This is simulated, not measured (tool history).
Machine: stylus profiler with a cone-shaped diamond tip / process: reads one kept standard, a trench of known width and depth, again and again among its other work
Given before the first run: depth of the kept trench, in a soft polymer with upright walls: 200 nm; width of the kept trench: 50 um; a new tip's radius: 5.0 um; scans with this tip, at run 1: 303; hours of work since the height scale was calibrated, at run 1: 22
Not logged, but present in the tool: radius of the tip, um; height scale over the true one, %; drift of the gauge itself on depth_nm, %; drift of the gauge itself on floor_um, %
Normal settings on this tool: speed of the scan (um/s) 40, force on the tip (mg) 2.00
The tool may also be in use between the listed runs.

run,hour,speed of the scan (um/s),force on the tip (mg),scans with this tip,hours of work since the height scale was calibrated,depth of the trench (Å),width of the trench's floor (um)
1,0.0,40,2.00,303,22,2015.2,47.00
2,14.9,40,2.00,426,31,2013.5,46.98
3,37.0,40,2.00,607,44,2011.3,47.00
4,52.2,40,2.00,732,53,2011.0,46.96
5,74.4,40,2.00,915,66,2013.0,46.97
6,89.0,40,0.91,1034,75,2007.6,46.78
7,109.6,40,2.00,1204,87,2012.0,46.89
8,127.7,40,2.00,1353,98,2011.8,46.94
9,138.9,40,2.00,1445,104,2013.5,46.87
10,153.4,40,0.77,1564,113,2007.0,46.76
11,171.2,40,0.77,1711,123,2006.2,46.82
12,180.3,100,2.00,1785,129,2012.4,46.54
13,202.1,16,2.00,1964,142,2010.6,46.97
14,221.5,40,1.56,2124,153,2009.2,46.81
15,234.5,40,1.56,2231,161,2010.5,46.80
16,249.6,40,1.56,2355,170,2009.1,46.84
17,263.3,114,1.98,2468,178,2011.2,46.43
18,283.9,114,1.44,2637,190,2009.4,46.35
19,301.2,15,2.57,2779,201,2014.1,46.90
20,313.9,33,2.51,2884,208,2014.2,46.88
21,324.6,33,2.51,2972,214,2012.6,46.75
22,334.3,10,0.74,3051,220,2004.6,46.90
23,343.6,10,0.74,3128,226,2006.4,46.95
24,359.8,149,3.01,3261,235,2014.7,46.39
25,376.0,40,3.05,3395,245,2013.8,46.80
26,390.6,35,1.11,3514,254,2006.8,46.78
27,404.4,85,1.11,3628,262,2008.4,46.40
28,424.1,71,1.26,3790,273,2006.4,46.56
29,438.8,18,0.95,3911,282,2006.1,46.80
30,450.6,120,0.78,4008,289,2005.4,45.96
31,465.3,120,0.78,4129,298,2002.4,45.98
32,474.8,120,0.78,4207,304,2005.8,46.01

4 ways to go on from here, each from the tool as it stands after run 32. What would each give?
A,496.1,76,1.52,4382,316,?,?
B,496.1,120,1.29,4382,316,?,?
C,496.1,21,5.46,4382,316,?,?
D,496.1,18,4.35,4382,316,?,?

run,depth of the trench (Å),width of the trench's floor (um)
A,2007.8,46.49
B,2007.3,46.19
C,2025.1,46.87
D,2019.8,46.87
Without the tool's unlogged condition, the same runs would have read:
run,depth of the trench (Å),width of the trench's floor (um)
A,2010.0,46.78
B,2009.4,46.49
C,2027.3,47.17
D,2022.0,47.17

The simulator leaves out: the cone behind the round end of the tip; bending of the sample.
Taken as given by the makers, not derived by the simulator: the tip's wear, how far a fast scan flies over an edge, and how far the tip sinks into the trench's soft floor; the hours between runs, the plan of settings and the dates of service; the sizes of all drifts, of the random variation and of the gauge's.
